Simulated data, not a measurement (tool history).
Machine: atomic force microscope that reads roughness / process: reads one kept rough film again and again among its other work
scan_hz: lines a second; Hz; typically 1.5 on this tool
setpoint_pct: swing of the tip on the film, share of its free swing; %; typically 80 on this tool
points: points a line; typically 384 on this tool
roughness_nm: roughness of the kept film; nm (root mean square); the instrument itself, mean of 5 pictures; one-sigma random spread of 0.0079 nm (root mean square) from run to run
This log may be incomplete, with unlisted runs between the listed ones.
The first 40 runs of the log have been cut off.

run	hour	scan_hz	setpoint_pct	points	roughness_nm
41	1534.7	0.64	60	565	1.8
42	1560	1.96	84	565	1.631
43	1607.3	1.96	84	565	1.603
# hour 1647.8: new tip fitted
44	1660.6	1.96	84	565	1.641
45	1708.3	1.96	84	565	1.623
46	1733	1.96	84	565	1.609
47	1760.6	1.96	84	565	1.62
48	1797.3	3.21	64	565	1.695
# hour 1834.1: new tip fitted
49	1834.7	1.5	66	275	1.786
50	1884.2	2.09	78	667	1.679
51	1936.5	2.09	78	667	1.662
52	1971.7	2.62	88	1005	1.519

Branching from run 52: 4 alternative next runs. What would each branch give?
A	1994.8	3.67	88	815	?
B	1994.8	2.62	88	721	?
C	1994.8	0.81	76	330	?
D	1994.8	1.47	60	1005	?

run	roughness_nm
A	1.423
B	1.509
C	1.759
D	1.773
The same runs, with their run-to-run variation unchanged, on a tool lacking any hidden condition would have given:
run	roughness_nm
A	1.448
B	1.536
C	1.79
D	1.804
